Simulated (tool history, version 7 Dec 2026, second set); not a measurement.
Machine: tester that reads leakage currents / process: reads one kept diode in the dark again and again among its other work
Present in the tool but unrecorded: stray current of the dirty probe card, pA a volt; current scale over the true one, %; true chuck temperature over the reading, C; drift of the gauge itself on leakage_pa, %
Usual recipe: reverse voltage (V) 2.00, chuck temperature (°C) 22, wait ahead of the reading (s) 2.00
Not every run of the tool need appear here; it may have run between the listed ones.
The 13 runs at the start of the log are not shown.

run	hour	reverse voltage (V)	chuck temperature (°C)	wait ahead of the reading (s)	hours of work since the probe card was cleaned	hours of work since the tester was calibrated	hours of work since the chuck was calibrated	current that the tester gives (pA)
14	2449.3	1.62	22	2.00	347	3756	550	37.08
15	2646.8	1.62	22	2.00	482	3891	685	37.30
# hour 2791.2: chuck's temperature calibrated
16	2919.1	1.62	22	2.00	667	4075	87	39.17
17	3158.4	2.00	22	9.23	830	4239	251	43.06
18	3298.0	2.00	22	9.23	926	4334	346	42.27
19	3591.6	4.37	22	0.98	1126	4535	547	62.08
20	3820.7	4.37	22	7.67	1283	4691	703	61.25
# hour 3843.2: tester calibrated
# hour 3955.5: chuck's temperature calibrated
21	4034.8	4.37	22	7.67	1426	129	54	64.97
22	4211.2	9.69	22	0.56	1547	250	175	100.82
23	4483.5	2.00	34	2.00	1733	436	361	103.98
24	4615.2	2.00	34	2.00	1823	526	451	104.17
25	4905.1	15.05	32	2.00	2021	724	649	238.31
26	5049.3	6.81	22	2.00	2119	822	747	82.22
# hour 5107.2: chuck's temperature calibrated
27	5300.2	6.81	22	2.00	2289	992	132	89.50
# hour 5461.8: probe card cleaned and baked
28	5548.3	8.28	22	4.43	59	1160	299	75.85
29	5840.6	2.00	44	6.70	259	1359	499	206.98
30	6065.1	1.23	44	0.83	412	1513	652	165.44
# hour 6271.7: chuck's temperature calibrated
31	6304.7	2.00	30	3.85	574	1675	23	79.33
32	6494.1	3.14	30	3.81	704	1804	152	96.11
33	6680.8	10.83	22	1.45	831	1932	279	97.00

3 ways to go on from here, each from the tool as it stands after run 33. What would each give?
A	6949.7	5.76	22	1.45	1015	2115	463	?
B	6949.7	5.99	21	1.45	1015	2115	463	?
C	6949.7	5.15	22	1.45	1015	2115	463	?

run	current that the tester gives (pA)
A	71.16
B	67.61
C	67.35
Stripped of hidden state, with their random variation kept, the same runs would have yielded:
run	current that the tester gives (pA)
A	66.09
B	62.13
C	62.96
